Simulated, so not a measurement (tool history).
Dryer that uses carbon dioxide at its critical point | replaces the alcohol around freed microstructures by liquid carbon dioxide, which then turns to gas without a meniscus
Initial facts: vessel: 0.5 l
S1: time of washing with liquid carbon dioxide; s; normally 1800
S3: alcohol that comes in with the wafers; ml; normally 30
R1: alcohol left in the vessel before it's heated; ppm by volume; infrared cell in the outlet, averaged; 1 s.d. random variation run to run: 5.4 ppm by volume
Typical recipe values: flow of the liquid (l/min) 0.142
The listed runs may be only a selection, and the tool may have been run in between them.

{"run": 1, "hour": 0.0, "S1": 1800, "flow of the liquid (l/min)": 0.142, "S3": 30, "R1": 216}
{"run": 2, "hour": 12.0, "S1": 1800, "flow of the liquid (l/min)": 0.142, "S3": 30, "R1": 226}
{"run": 3, "hour": 24.5, "S1": 1800, "flow of the liquid (l/min)": 0.142, "S3": 30, "R1": 223}
{"run": 4, "hour": 37.5, "S1": 1800, "flow of the liquid (l/min)": 0.142, "S3": 30, "R1": 228}
{"run": 5, "hour": 45.7, "S1": 1800, "flow of the liquid (l/min)": 0.142, "S3": 41, "R1": 308}
{"run": 6, "hour": 51.9, "S1": 1380, "flow of the liquid (l/min)": 0.142, "S3": 41, "R1": 1135}
{"run": 7, "hour": 60.9, "S1": 1380, "flow of the liquid (l/min)": 0.142, "S3": 41, "R1": 1138}
{"run": 8, "hour": 71.5, "S1": 1800, "flow of the liquid (l/min)": 0.142, "S3": 30, "R1": 226}
{"run": 9, "hour": 85.4, "S1": 1800, "flow of the liquid (l/min)": 0.142, "S3": 30, "R1": 249}
{"run": 10, "hour": 99.8, "S1": 2220, "flow of the liquid (l/min)": 0.142, "S3": 30, "R1": 87}
{"run": 11, "hour": 113.5, "S1": 1800, "flow of the liquid (l/min)": 0.142, "S3": 30, "R1": 251}
{"run": 12, "hour": 120.5, "S1": 1800, "flow of the liquid (l/min)": 0.142, "S3": 30, "R1": 261}
{"run": 13, "hour": 128.4, "S1": 1800, "flow of the liquid (l/min)": 0.142, "S3": 84, "R1": 643}
{"run": 14, "hour": 134.8, "S1": 2160, "flow of the liquid (l/min)": 0.142, "S3": 30, "R1": 109}
{"run": 15, "hour": 142.0, "S1": 2160, "flow of the liquid (l/min)": 0.142, "S3": 30, "R1": 108}
{"run": 16, "hour": 152.0, "S1": 2160, "flow of the liquid (l/min)": 0.142, "S3": 110, "R1": 322}
{"run": 17, "hour": 159.4, "S1": 2160, "flow of the liquid (l/min)": 0.142, "S3": 110, "R1": 310}
{"run": 18, "hour": 172.2, "S1": 1800, "flow of the liquid (l/min)": 0.142, "S3": 29, "R1": 270}
{"run": 19, "hour": 186.5, "S1": 1800, "flow of the liquid (l/min)": 0.142, "S3": 29, "R1": 249}
{"run": 20, "hour": 196.1, "S1": 1860, "flow of the liquid (l/min)": 0.193, "S3": 45, "R1": 56}
{"run": 21, "hour": 208.6, "S1": 1860, "flow of the liquid (l/min)": 0.193, "S3": 45, "R1": 65}
{"run": 22, "hour": 223.4, "S1": 2160, "flow of the liquid (l/min)": 0.193, "S3": 45, "R1": 43}
{"run": 23, "hour": 231.9, "S1": 2700, "flow of the liquid (l/min)": 0.193, "S3": 94, "R1": 32}
{"run": 24, "hour": 245.4, "S1": 2700, "flow of the liquid (l/min)": 0.193, "S3": 94, "R1": 24}
{"run": 25, "hour": 258.3, "S1": 1320, "flow of the liquid (l/min)": 0.122, "S3": 34, "R1": 2325}
{"run": 26, "hour": 271.2, "S1": 1320, "flow of the liquid (l/min)": 0.122, "S3": 34, "R1": 2352}
{"run": 27, "hour": 284.9, "S1": 1320, "flow of the liquid (l/min)": 0.122, "S3": 34, "R1": 2320}
{"run": 28, "hour": 299.5, "S1": 1320, "flow of the liquid (l/min)": 0.122, "S3": 34, "R1": 2355}
{"run": 29, "hour": 305.6, "S1": 1440, "flow of the liquid (l/min)": 0.122, "S3": 34, "R1": 1749}
{"run": 30, "hour": 319.4, "S1": 1440, "flow of the liquid (l/min)": 0.122, "S3": 34, "R1": 1732}
{"run": 31, "hour": 331.1, "S1": 1800, "flow of the liquid (l/min)": 0.142, "S3": 59, "R1": 577}
{"run": 32, "hour": 343.4, "S1": 1500, "flow of the liquid (l/min)": 0.233, "S3": 27, "R1": 67}
{"run": 33, "hour": 353.4, "S1": 2580, "flow of the liquid (l/min)": 0.109, "S3": 35, "R1": 234}
{"run": 34, "hour": 364.2, "S1": 1560, "flow of the liquid (l/min)": 0.176, "S3": 41, "R1": 268}
{"run": 35, "hour": 378.5, "S1": 1560, "flow of the liquid (l/min)": 0.176, "S3": 41, "R1": 279}
{"run": 36, "hour": 384.8, "S1": 1560, "flow of the liquid (l/min)": 0.176, "S3": 41, "R1": 273}

Some steps in R1 between neighbouring runs. How much of each would the tool show without its hidden state too (settings, what came in, random variation), and how much is left for the hidden state, with any gauge scatter that isn't in both results?
The hidden state here: flow that reaches the vessel past the clogged filter, %; alcohol in the recycled carbon dioxide, ppm; drift of the gauge itself on alcohol_ppm, %.
Run 7 -> 8: S1 1380 -> 1800, S3 41 -> 30. R1 -912 ppm by volume: hidden state -284, all else -628.
Run 24 -> 25: S1 2700 -> 1320, flow of the liquid (l/min) 0.193 -> 0.122, S3 94 -> 34. R1 +2301 ppm by volume: hidden state +820, all else +1481.
Run 30 -> 31: S1 1440 -> 1800, flow of the liquid (l/min) 0.122 -> 0.142, S3 34 -> 59. R1 -1155 ppm by volume: hidden state -389, all else -766.
